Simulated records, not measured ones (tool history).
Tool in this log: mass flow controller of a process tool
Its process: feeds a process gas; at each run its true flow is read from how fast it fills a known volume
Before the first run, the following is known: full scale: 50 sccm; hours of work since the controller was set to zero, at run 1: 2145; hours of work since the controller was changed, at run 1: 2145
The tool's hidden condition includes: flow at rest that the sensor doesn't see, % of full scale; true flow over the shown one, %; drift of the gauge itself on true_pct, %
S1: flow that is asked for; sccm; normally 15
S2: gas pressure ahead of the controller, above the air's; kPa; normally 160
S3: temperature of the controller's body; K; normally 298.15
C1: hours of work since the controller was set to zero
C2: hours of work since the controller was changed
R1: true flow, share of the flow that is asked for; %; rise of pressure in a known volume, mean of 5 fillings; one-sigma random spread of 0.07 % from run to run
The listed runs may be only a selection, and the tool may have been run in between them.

run     day  S1   S2      S3    C1    C2     R1
  1       0  15  160  298.15  2145  2145  96.69
  2   2.508  15  160  298.15  2175  2175  96.76
  3   6.079  15  160  298.15  2217  2217  96.85
  4   9.854  15  160  296.15  2263  2263  96.93
  5  13.562  15  160  296.15  2307  2307  96.74
  6  16.621  15  160  305.15  2343  2343  96.41
  7  20.071  20  160  305.15  2385  2385  96.84
  8  24.146  20  160  305.15  2433  2433   96.8
  9  27.546  20  160  305.15  2474  2474  96.73
 10  31.462  15  160  298.15  2521  2521  96.53
 11  36.042  15  160  298.15  2576  2576  96.57
 12  38.121  30  155  293.15  2600  2600  97.98
 13  42.388  30  155  293.15  2651  2651  97.91
 14  45.654   5  189  308.15  2690  2690  93.31
 15  48.712   5  189  308.15  2727  2727  93.29
 16  52.638  10  197  298.15  2774  2774  95.94
 17  56.408  25  151  300.15  2819  2819  97.14
 18  61.021  19  153  303.15  2874  2874  96.58
 19  64.208   6  160  302.15  2912  2912  93.89
 20  67.921   6  160  302.15  2956  2956  93.79
 21  70.404  41  160  305.15  2986  2986  97.96

Predict each of these 4 candidate next runs independently; none follows another, all start after run 21:
  A  73.175  43  279  305.15  3019  3019   ?
  B  73.175  26  160  312.15  3019  3019   ?
  C  73.175  15  160  300.15  3019  3019   ?
  D  73.175  13  160  297.15  3019  3019   ?

run     R1
  A  98.74
  B  96.71
  C  96.27
  D  95.94
What these runs would have given with no unlogged condition in the tool:
run     R1
  A  99.88
  B  98.14
  C  98.28
  D  98.14
